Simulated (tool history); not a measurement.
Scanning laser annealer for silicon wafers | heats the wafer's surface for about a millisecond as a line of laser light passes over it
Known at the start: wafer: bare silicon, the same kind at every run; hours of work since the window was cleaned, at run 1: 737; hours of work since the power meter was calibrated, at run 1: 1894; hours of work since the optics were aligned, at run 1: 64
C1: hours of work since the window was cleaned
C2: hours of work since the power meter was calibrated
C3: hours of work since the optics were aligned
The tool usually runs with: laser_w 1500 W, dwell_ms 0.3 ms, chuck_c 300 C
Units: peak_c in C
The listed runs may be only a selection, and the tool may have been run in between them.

Run 1, hour 0: usual settings; C1 737; C2 1894; C3 64. Result: peak_c 1009 C.
Run 2, hour 70.9: usual settings; C1 786; C2 1943; C3 113. Result: peak_c 1004 C.
Run 3, hour 105: usual settings; C1 810; C2 1967; C3 137. Result: peak_c 1004 C.
Run 4, hour 155.9: usual settings; C1 845; C2 2002; C3 172. Result: peak_c 1002 C.
Run 5, hour 210.3: usual settings; C1 883; C2 2040; C3 210. Result: peak_c 1003 C.
Run 6, hour 247.3: usual settings; C1 908; C2 2066; C3 235. Result: peak_c 1000 C.
At hour 274.7: window over the wafer cleaned.
Run 7, hour 295.3: usual settings; C1 14; C2 2097; C3 267. Result: peak_c 1022 C.
Run 8, hour 360.1: usual settings; C1 59; C2 2142; C3 312. Result: peak_c 1021 C.
Run 9, hour 405.5: usual settings but laser_w 1456 W; C1 90; C2 2174; C3 343. Result: peak_c 999 C.
Run 10, hour 471.6: usual settings but laser_w 1456 W; C1 136; C2 2219; C3 389. Result: peak_c 1000 C.
Run 11, hour 515: usual settings but laser_w 1612 W; C1 166; C2 2249; C3 419. Result: peak_c 1069 C.
Run 12, hour 544.6: usual settings but laser_w 1507 W, dwell_ms 0.324 ms, chuck_c 328 C; C1 187; C2 2270; C3 440. Result: peak_c 1084 C.
Run 13, hour 588.5: usual settings but laser_w 1629 W, dwell_ms 0.21 ms, chuck_c 326 C; C1 217; C2 2300; C3 470. Result: peak_c 954 C.
Run 14, hour 653.2: usual settings but laser_w 1504 W, dwell_ms 0.333 ms, chuck_c 326 C; C1 262; C2 2345; C3 515. Result: peak_c 1086 C.
Run 15, hour 707.7: usual settings but laser_w 1524 W, dwell_ms 0.211 ms, chuck_c 289 C; C1 300; C2 2383; C3 552. Result: peak_c 878 C.

Run 16 comes next. What will it give?
Run 16, hour 741.6: usual settings but laser_w 1339 W, dwell_ms 0.211 ms, chuck_c 278 C; C1 323; C2 2406; C3 576. Result: peak_c ?.

Run 16 yielded peak_c 800 C.
With the hidden condition absent and the run-to-run variation left alone, this run would have shown peak_c 806 C.
